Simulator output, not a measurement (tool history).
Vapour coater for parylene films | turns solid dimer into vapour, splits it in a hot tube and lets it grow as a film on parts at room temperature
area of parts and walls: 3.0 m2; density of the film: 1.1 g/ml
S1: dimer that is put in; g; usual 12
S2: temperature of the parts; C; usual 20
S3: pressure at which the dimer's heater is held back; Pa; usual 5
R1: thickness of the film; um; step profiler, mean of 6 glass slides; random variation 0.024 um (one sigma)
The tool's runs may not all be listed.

run    hour  S1  S2    S3    R1
  1       0  12  20     5  1.93
  2    48.7  12  20     5  1.98
  3    88.2  12  28     5  1.66
  4     116  12  19     5  1.96
  5   148.1  12  22     5  1.87
  6   188.7  12  22     5  1.88
      226.5  -- trap's valve overhauled
  7   236.5  12  22     5  1.91
  8   270.5  12  22     5  1.94
  9   298.7  12  22     5  1.91
 10   333.9  12  22     5  1.85
 11   364.5  12  22     5  1.91
 12   404.1  12  22     5  1.88
 13   446.2  12  22     5  1.92
 14   480.7  12  14     5   2.2
 15     513  12  14     5  2.27
 16   541.9  12  14     5   2.2
 17   581.3  12  14     5  2.26
 18   628.4  12  14     5  2.27
      648.3  -- trap's valve overhauled
 19   653.1  12  14     5  2.25
 20   674.1  15  14     5  2.85
 21   724.8  15  14     5  2.77
 22   746.2  18  12  6.53   3.5
 23   773.1   7  25  5.79  1.05
 24   805.6  15  20  9.37  2.29
 25   838.5  15  20  9.37  2.27
 26   877.6   6  20  9.37  0.88
 27   917.4  12  28  7.11  1.58
      937.2  -- table's thermometer calibrated
 28   959.9   9  20  3.11  1.57
 29  1003.3   9  20  7.99  1.39
 30  1050.3   5  19  5.64  0.82
     1071.7  -- trap's valve overhauled
 31  1092.6   5  19  5.64  0.82

Forecast run 32:
 32  1134.1  21  19   5   ?

Run 32 gave R1 3.53 um.
Without the tool's hidden state the same run would have given R1 3.54 um.

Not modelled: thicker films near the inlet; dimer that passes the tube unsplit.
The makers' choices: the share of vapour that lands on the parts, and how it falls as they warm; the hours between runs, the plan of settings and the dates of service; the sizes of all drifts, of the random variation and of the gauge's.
